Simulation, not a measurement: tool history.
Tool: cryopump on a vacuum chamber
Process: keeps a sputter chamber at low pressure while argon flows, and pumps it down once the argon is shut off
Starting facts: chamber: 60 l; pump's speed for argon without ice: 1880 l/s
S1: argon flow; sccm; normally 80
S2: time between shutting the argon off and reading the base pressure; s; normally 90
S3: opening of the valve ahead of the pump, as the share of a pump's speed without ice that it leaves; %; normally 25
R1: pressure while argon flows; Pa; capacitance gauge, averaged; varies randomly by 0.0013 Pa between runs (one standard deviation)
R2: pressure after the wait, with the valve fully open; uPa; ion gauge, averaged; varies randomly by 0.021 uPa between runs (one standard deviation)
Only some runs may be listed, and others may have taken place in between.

{"run": 1, "hour": 0.0, "S1": 80, "S2": 90, "S3": 25, "R1": 0.2945, "R2": 2.38}
{"run": 2, "hour": 29.2, "S1": 80, "S2": 90, "S3": 25, "R1": 0.2981, "R2": 2.36}
{"run": 3, "hour": 46.4, "S1": 82, "S2": 90, "S3": 25, "R1": 0.3042, "R2": 2.41}
{"run": 4, "hour": 64.3, "S1": 82, "S2": 90, "S3": 25, "R1": 0.3033, "R2": 2.43}
{"run": 5, "hour": 98.9, "S1": 82, "S2": 90, "S3": 25, "R1": 0.3067, "R2": 2.54}
{"run": 6, "hour": 118.5, "S1": 46, "S2": 90, "S3": 25, "R1": 0.172, "R2": 2.53}
{"run": 7, "hour": 152.2, "S1": 43, "S2": 90, "S3": 25, "R1": 0.1605, "R2": 2.58}
{"run": 8, "hour": 175.7, "S1": 40, "S2": 90, "S3": 25, "R1": 0.1502, "R2": 2.66}
{"run": 9, "hour": 202.1, "S1": 40, "S2": 269, "S3": 45, "R1": 0.0853, "R2": 2.4}
{"run": 10, "hour": 221.9, "S1": 40, "S2": 269, "S3": 45, "R1": 0.0855, "R2": 2.41}
{"run": 11, "hour": 253.7, "S1": 56, "S2": 57, "S3": 25, "R1": 0.2118, "R2": 2.9}
{"run": 12, "hour": 273.1, "S1": 111, "S2": 233, "S3": 51, "R1": 0.2173, "R2": 2.5}
{"run": 13, "hour": 300.7, "S1": 111, "S2": 233, "S3": 51, "R1": 0.2137, "R2": 2.55}
{"run": 14, "hour": 336.9, "S1": 80, "S2": 90, "S3": 24, "R1": 0.3158, "R2": 2.79}
{"hour": 351.1, "done": "leaking fittings of the chamber tightened, without venting"}
{"run": 15, "hour": 363.3, "S1": 34, "S2": 266, "S3": 15, "R1": 0.2117, "R2": 0.36}

Predict each of these 5 candidate next runs independently; none follows another, all start after run 15:
{"run": "A", "hour": 380.3, "S1": 90, "S2": 60, "S3": 24, "R1": "?", "R2": "?"}
{"run": "B", "hour": 380.3, "S1": 49, "S2": 142, "S3": 25, "R1": "?", "R2": "?"}
{"run": "C", "hour": 380.3, "S1": 36, "S2": 64, "S3": 23, "R1": "?", "R2": "?"}
{"run": "D", "hour": 380.3, "S1": 52, "S2": 266, "S3": 15, "R1": "?", "R2": "?"}
{"run": "E", "hour": 380.3, "S1": 34, "S2": 192, "S3": 15, "R1": "?", "R2": "?"}

run=A R1=0.3569 R2=0.76
run=B R1=0.1846 R2=0.47
run=C R1=0.1493 R2=0.74
run=D R1=0.3230 R2=0.36
run=E R1=0.2114 R2=0.41
What these runs would have given with no unlogged condition in the tool:
run=A R1=0.3371 R2=0.64
run=B R1=0.1739 R2=0.35
run=C R1=0.1414 R2=0.63
run=D R1=0.3116 R2=0.25
run=E R1=0.2039 R2=0.30
